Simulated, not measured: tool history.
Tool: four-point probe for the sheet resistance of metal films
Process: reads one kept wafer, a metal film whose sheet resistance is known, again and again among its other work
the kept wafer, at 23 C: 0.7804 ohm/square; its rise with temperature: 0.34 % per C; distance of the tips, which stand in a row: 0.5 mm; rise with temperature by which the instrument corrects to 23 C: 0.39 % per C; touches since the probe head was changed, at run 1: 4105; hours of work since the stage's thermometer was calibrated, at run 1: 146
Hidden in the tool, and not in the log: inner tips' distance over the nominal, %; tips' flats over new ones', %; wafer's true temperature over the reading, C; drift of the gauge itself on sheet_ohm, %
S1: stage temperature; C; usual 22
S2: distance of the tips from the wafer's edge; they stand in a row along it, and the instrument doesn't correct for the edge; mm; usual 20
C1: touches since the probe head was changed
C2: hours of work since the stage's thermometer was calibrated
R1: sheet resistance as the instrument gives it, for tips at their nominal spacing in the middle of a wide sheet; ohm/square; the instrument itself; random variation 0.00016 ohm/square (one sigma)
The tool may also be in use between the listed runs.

Run 1, hour 0: usual settings; C1 4105; C2 146. Result: R1 0.785788 ohm/square.
Run 2, hour 11.9: usual settings; C1 4317; C2 151. Result: R1 0.785692 ohm/square.
Run 3, hour 23.6: usual settings but S1 26 C; C1 4526; C2 156. Result: R1 0.78456 ohm/square.
Run 4, hour 32.8: usual settings but S1 26 C; C1 4689; C2 161. Result: R1 0.78434 ohm/square.
Run 5, hour 49.5: usual settings but S1 26 C, S2 34 mm; C1 4987; C2 168. Result: R1 0.784224 ohm/square.
Run 6, hour 64.9: usual settings; C1 5263; C2 175. Result: R1 0.785307 ohm/square.
Run 7, hour 81.6: usual settings; C1 5560; C2 183. Result: R1 0.785762 ohm/square.
Run 8, hour 92.5: usual settings; C1 5754; C2 187. Result: R1 0.785976 ohm/square.
Run 9, hour 113.1: usual settings; C1 6122; C2 197. Result: R1 0.785901 ohm/square.
Run 10, hour 133.4: usual settings; C1 6484; C2 206. Result: R1 0.785862 ohm/square.
Run 11, hour 154.4: usual settings; C1 6859; C2 215. Result: R1 0.785913 ohm/square.
Run 12, hour 167.6: usual settings; C1 7093; C2 221. Result: R1 0.785939 ohm/square.
Run 13, hour 182.6: usual settings; C1 7361; C2 228. Result: R1 0.786076 ohm/square.
Run 14, hour 193.7: usual settings but S1 31 C, S2 16 mm; C1 7559; C2 233. Result: R1 0.782934 ohm/square.
Run 15, hour 202.8: usual settings but S1 34 C, S2 57 mm; C1 7720; C2 237. Result: R1 0.781801 ohm/square.
Run 16, hour 212.9: usual settings but S2 43 mm; C1 7901; C2 241. Result: R1 0.78595 ohm/square.
Run 17, hour 233.8: usual settings but S1 19 C, S2 46 mm; C1 8274; C2 251. Result: R1 0.786646 ohm/square.
Run 18, hour 244.2: usual settings but S2 6 mm; C1 8459; C2 255. Result: R1 0.788926 ohm/square.
Run 19, hour 255.9: usual settings but S1 25 C, S2 5 mm; C1 8667; C2 261. Result: R1 0.788756 ohm/square.
Run 20, hour 271.9: usual settings but S1 33 C, S2 5 mm; C1 8954; C2 268. Result: R1 0.786371 ohm/square.
Run 21, hour 291.9: usual settings but S1 27 C, S2 7 mm; C1 9311; C2 277. Result: R1 0.786268 ohm/square.
Run 22, hour 313.5: usual settings but S1 28 C, S2 5 mm; C1 9695; C2 287. Result: R1 0.788114 ohm/square.
Run 23, hour 334.9: usual settings but S1 18 C, S2 9 mm; C1 10076; C2 296. Result: R1 0.788562 ohm/square.

Forecast each of these 4 alternatives for the next run:
Run A, hour 350.8: usual settings but S1 31 C; C1 10359; C2 303. Result: R1 ?.
Run B, hour 350.8: usual settings but S1 19 C, S2 21 mm; C1 10359; C2 303. Result: R1 ?.
Run C, hour 350.8: usual settings but S1 20 C, S2 6 mm; C1 10359; C2 303. Result: R1 ?.
Run D, hour 350.8: usual settings but S1 19 C, S2 5 mm; C1 10359; C2 303. Result: R1 ?.

run        R1
  A  0.782901
  B  0.787487
  C  0.789465
  D  0.791179
Without the tool's hidden state the same runs would have given:
run        R1
  A  0.777791
  B  0.782338
  C  0.784305
  D  0.786009

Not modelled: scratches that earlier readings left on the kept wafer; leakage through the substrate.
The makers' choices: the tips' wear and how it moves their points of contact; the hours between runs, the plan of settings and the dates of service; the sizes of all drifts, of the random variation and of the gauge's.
